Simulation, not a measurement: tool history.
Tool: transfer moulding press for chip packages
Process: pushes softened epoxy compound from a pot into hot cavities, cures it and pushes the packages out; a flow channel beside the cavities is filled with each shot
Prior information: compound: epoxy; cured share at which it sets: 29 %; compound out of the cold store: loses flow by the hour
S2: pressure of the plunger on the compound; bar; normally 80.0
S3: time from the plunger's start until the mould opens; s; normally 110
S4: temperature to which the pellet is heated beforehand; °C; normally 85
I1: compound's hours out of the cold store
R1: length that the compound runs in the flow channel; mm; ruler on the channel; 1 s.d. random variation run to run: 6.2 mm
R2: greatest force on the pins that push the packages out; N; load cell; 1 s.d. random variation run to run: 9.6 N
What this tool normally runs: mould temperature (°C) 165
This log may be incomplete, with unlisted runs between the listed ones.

run 1 hour=0.0 | mould_temperature_(°C)=165 S2=80.0 S3=110 S4=85 | I1=27.9 | R1=766 R2=452
run 2 hour=59.8 | mould_temperature_(°C)=165 S2=80.0 S3=110 S4=85 | I1=17.7 | R1=795 R2=708
-- hour=138.9 cavities cleaned with cleaning compound and waxed
run 3 hour=138.9 | mould_temperature_(°C)=165 S2=80.0 S3=110 S4=85 | I1=8.9 | R1=811 R2=441
run 4 hour=203.0 | mould_temperature_(°C)=165 S2=76.9 S3=110 S4=85 | I1=11.5 | R1=784 R2=713
run 5 hour=244.0 | mould_temperature_(°C)=165 S2=71.6 S3=110 S4=85 | I1=21.1 | R1=727 R2=801
-- hour=279.5 cavities cleaned with cleaning compound and waxed
run 6 hour=317.9 | mould_temperature_(°C)=165 S2=80.0 S3=110 S4=88 | I1=9.0 | R1=787 R2=658
run 7 hour=359.6 | mould_temperature_(°C)=165 S2=80.0 S3=110 S4=85 | I1=39.0 | R1=689 R2=734
-- hour=372.6 plunger's sealing rings changed
-- hour=422.0 cavities cleaned with cleaning compound and waxed
run 8 hour=422.0 | mould_temperature_(°C)=165 S2=60.8 S3=110 S4=85 | I1=31.8 | R1=657 R2=428
run 9 hour=500.1 | mould_temperature_(°C)=165 S2=80.0 S3=110 S4=85 | I1=9.8 | R1=823 R2=739
-- hour=560.0 cavities cleaned with cleaning compound and waxed
run 10 hour=571.6 | mould_temperature_(°C)=165 S2=80.0 S3=110 S4=85 | I1=32.1 | R1=744 R2=507
run 11 hour=615.1 | mould_temperature_(°C)=165 S2=80.0 S3=110 S4=85 | I1=23.5 | R1=760 R2=653
run 12 hour=656.5 | mould_temperature_(°C)=165 S2=80.0 S3=110 S4=85 | I1=11.8 | R1=791 R2=784
-- hour=700.8 cavities cleaned with cleaning compound and waxed
run 13 hour=708.7 | mould_temperature_(°C)=165 S2=80.0 S3=110 S4=85 | I1=24.0 | R1=743 R2=467
-- hour=773.4 plunger's sealing rings changed
run 14 hour=774.3 | mould_temperature_(°C)=165 S2=80.0 S3=110 S4=85 | I1=29.3 | R1=768 R2=711
run 15 hour=824.4 | mould_temperature_(°C)=165 S2=80.0 S3=110 S4=85 | I1=43.3 | R1=707 R2=769
-- hour=843.6 cavities cleaned with cleaning compound and waxed
run 16 hour=906.7 | mould_temperature_(°C)=158 S2=80.0 S3=126 S4=79 | I1=47.6 | R1=721 R2=803
run 17 hour=968.1 | mould_temperature_(°C)=158 S2=80.0 S3=126 S4=79 | I1=31.9 | R1=759 R2=969
-- hour=984.3 cavities cleaned with cleaning compound and waxed
run 18 hour=1045.0 | mould_temperature_(°C)=158 S2=80.0 S3=126 S4=79 | I1=35.1 | R1=746 R2=807
run 19 hour=1105.9 | mould_temperature_(°C)=158 S2=87.5 S3=105 S4=76 | I1=22.6 | R1=822 R2=1332
-- hour=1122.8 cavities cleaned with cleaning compound and waxed
-- hour=1160.7 mould's thermocouples calibrated
run 20 hour=1160.7 | mould_temperature_(°C)=170 S2=74.0 S3=131 S4=95 | I1=10.7 | R1=732 R2=507
-- hour=1179.9 plunger's sealing rings changed
run 21 hour=1227.8 | mould_temperature_(°C)=170 S2=80.0 S3=110 S4=85 | I1=43.8 | R1=705 R2=674
-- hour=1269.1 cavities cleaned with cleaning compound and waxed
run 22 hour=1279.1 | mould_temperature_(°C)=167 S2=62.8 S3=107 S4=85 | I1=20.4 | R1=696 R2=468
run 23 hour=1347.1 | mould_temperature_(°C)=167 S2=64.2 S3=116 S4=85 | I1=20.2 | R1=684 R2=677
run 24 hour=1402.5 | mould_temperature_(°C)=170 S2=82.5 S3=132 S4=82 | I1=8.5 | R1=808 R2=718
-- hour=1407.6 cavities cleaned with cleaning compound and waxed
run 25 hour=1475.1 | mould_temperature_(°C)=168 S2=80.0 S3=110 S4=85 | I1=9.4 | R1=784 R2=657
run 26 hour=1517.9 | mould_temperature_(°C)=164 S2=80.0 S3=91 S4=89 | I1=38.9 | R1=703 R2=1165
-- hour=1549.9 cavities cleaned with cleaning compound and waxed
run 27 hour=1564.5 | mould_temperature_(°C)=162 S2=67.8 S3=91 S4=91 | I1=13.1 | R1=725 R2=945

4 ways to go on from here, each from the tool as it stands after run 27. What would each give?
-- hour=1582.9 plunger's sealing rings changed
run A hour=1618.7 | mould_temperature_(°C)=162 S2=85.5 S3=99 S4=89 | I1=24.8 | R1=? R2=?
-- hour=1582.9 plunger's sealing rings changed
run B hour=1618.7 | mould_temperature_(°C)=165 S2=80.0 S3=110 S4=75 | I1=15.6 | R1=? R2=?
-- hour=1582.9 plunger's sealing rings changed
run C hour=1618.7 | mould_temperature_(°C)=171 S2=74.9 S3=91 S4=85 | I1=16.5 | R1=? R2=?
-- hour=1582.9 plunger's sealing rings changed
run D hour=1618.7 | mould_temperature_(°C)=162 S2=94.4 S3=117 S4=77 | I1=37.0 | R1=? R2=?

run=A R1=824 R2=1017
run=B R1=813 R2=692
run=C R1=763 R2=716
run=D R1=817 R2=751
Without the tool's hidden state the same runs would have given:
run=A R1=832 R2=646
run=B R1=821 R2=430
run=C R1=770 R2=443
run=D R1=825 R2=468
